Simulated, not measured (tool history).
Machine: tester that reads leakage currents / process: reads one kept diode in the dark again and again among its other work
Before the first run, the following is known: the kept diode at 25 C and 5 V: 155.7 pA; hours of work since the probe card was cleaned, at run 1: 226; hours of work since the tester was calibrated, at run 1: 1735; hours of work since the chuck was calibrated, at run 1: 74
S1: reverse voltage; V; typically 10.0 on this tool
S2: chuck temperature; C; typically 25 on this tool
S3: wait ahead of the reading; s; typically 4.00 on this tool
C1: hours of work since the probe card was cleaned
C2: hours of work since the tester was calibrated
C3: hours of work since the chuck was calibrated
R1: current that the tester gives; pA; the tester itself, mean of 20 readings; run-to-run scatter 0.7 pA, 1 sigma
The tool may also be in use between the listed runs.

{"run": 1, "day": 0.0, "S1": 10.0, "S2": 25, "S3": 4.0, "C1": 226, "C2": 1735, "C3": 74, "R1": 233.47}
{"run": 2, "day": 7.658, "S1": 10.0, "S2": 25, "S3": 4.0, "C1": 352, "C2": 1861, "C3": 200, "R1": 233.77}
{"run": 3, "day": 14.492, "S1": 10.0, "S2": 25, "S3": 4.0, "C1": 464, "C2": 1973, "C3": 312, "R1": 233.2}
{"run": 4, "day": 21.392, "S1": 10.0, "S2": 25, "S3": 4.58, "C1": 577, "C2": 2087, "C3": 426, "R1": 232.95}
{"run": 5, "day": 25.942, "S1": 10.0, "S2": 25, "S3": 4.0, "C1": 652, "C2": 2161, "C3": 500, "R1": 233.45}
{"run": 6, "day": 33.304, "S1": 10.0, "S2": 25, "S3": 4.0, "C1": 773, "C2": 2282, "C3": 621, "R1": 230.91}
{"run": 7, "day": 37.842, "S1": 10.0, "S2": 25, "S3": 4.0, "C1": 847, "C2": 2357, "C3": 696, "R1": 232.36}
{"run": 8, "day": 44.292, "S1": 10.0, "S2": 25, "S3": 4.0, "C1": 953, "C2": 2463, "C3": 802, "R1": 231.22}
{"run": 9, "day": 49.796, "S1": 1.8, "S2": 25, "S3": 4.0, "C1": 1043, "C2": 2553, "C3": 892, "R1": 84.42}
{"run": 10, "day": 57.321, "S1": 1.8, "S2": 25, "S3": 4.0, "C1": 1167, "C2": 2677, "C3": 1016, "R1": 84.27}
{"run": 11, "day": 65.9, "S1": 1.8, "S2": 25, "S3": 4.0, "C1": 1308, "C2": 2817, "C3": 1156, "R1": 83.61}
{"run": 12, "day": 73.908, "S1": 1.8, "S2": 25, "S3": 4.0, "C1": 1439, "C2": 2949, "C3": 1288, "R1": 83.37}
{"run": 13, "day": 80.546, "S1": 1.8, "S2": 25, "S3": 4.0, "C1": 1548, "C2": 3058, "C3": 1397, "R1": 83.3}
{"run": 14, "day": 88.442, "S1": 17.1, "S2": 31, "S3": 6.91, "C1": 1678, "C2": 3188, "C3": 1527, "R1": 478.07}
{"day": 90.375, "done": "chuck's temperature calibrated"}
{"run": 15, "day": 95.833, "S1": 9.4, "S2": 50, "S3": 1.66, "C1": 1798, "C2": 3308, "C3": 90, "R1": 1203.95}
{"run": 16, "day": 100.154, "S1": 2.0, "S2": 44, "S3": 1.66, "C1": 1869, "C2": 3378, "C3": 161, "R1": 333.35}
{"day": 102.833, "done": "tester calibrated"}
{"run": 17, "day": 108.342, "S1": 2.9, "S2": 29, "S3": 1.19, "C1": 2002, "C2": 90, "C3": 294, "R1": 153.97}
{"run": 18, "day": 112.938, "S1": 2.9, "S2": 43, "S3": 1.93, "C1": 2077, "C2": 166, "C3": 369, "R1": 390.84}
{"run": 19, "day": 117.525, "S1": 1.2, "S2": 24, "S3": 1.43, "C1": 2153, "C2": 241, "C3": 444, "R1": 64.35}
{"run": 20, "day": 125.204, "S1": 1.2, "S2": 24, "S3": 1.43, "C1": 2279, "C2": 367, "C3": 570, "R1": 64.14}
{"run": 21, "day": 130.3, "S1": 1.1, "S2": 37, "S3": 0.8, "C1": 2362, "C2": 451, "C3": 654, "R1": 148.89}
{"day": 133.046, "done": "probe card cleaned and baked"}
{"run": 22, "day": 136.258, "S1": 1.1, "S2": 25, "S3": 4.0, "C1": 53, "C2": 547, "C3": 750, "R1": 63.9}
{"run": 23, "day": 143.775, "S1": 10.0, "S2": 52, "S3": 4.0, "C1": 176, "C2": 670, "C3": 873, "R1": 1384.33}
{"run": 24, "day": 148.975, "S1": 1.8, "S2": 35, "S3": 2.3, "C1": 262, "C2": 756, "C3": 959, "R1": 170.13}
{"run": 25, "day": 156.796, "S1": 9.7, "S2": 34, "S3": 4.51, "C1": 390, "C2": 884, "C3": 1087, "R1": 423.79}

Run by run, hidden condition taken away, random variation retained:
What the log doesn't record here: stray current of the dirty probe card, pA a volt; current scale over the true one, %; true chuck temperature over the reading, C; drift of the gauge itself on leakage_pa, %.
run=1 R1=233.81
run=2 R1=234.61
run=3 R1=234.40
run=4 R1=234.53
run=5 R1=235.29
run=6 R1=233.13
run=7 R1=234.86
run=8 R1=234.03
run=9 R1=86.31
run=10 R1=86.40
run=11 R1=85.99
run=12 R1=85.96
run=13 R1=86.08
run=14 R1=490.27
run=15 R1=1204.45
run=16 R1=334.43
run=17 R1=151.84
run=18 R1=389.35
run=19 R1=63.71
run=20 R1=63.69
run=21 R1=149.46
run=22 R1=64.78
run=23 R1=1405.09
run=24 R1=173.27
run=25 R1=432.25

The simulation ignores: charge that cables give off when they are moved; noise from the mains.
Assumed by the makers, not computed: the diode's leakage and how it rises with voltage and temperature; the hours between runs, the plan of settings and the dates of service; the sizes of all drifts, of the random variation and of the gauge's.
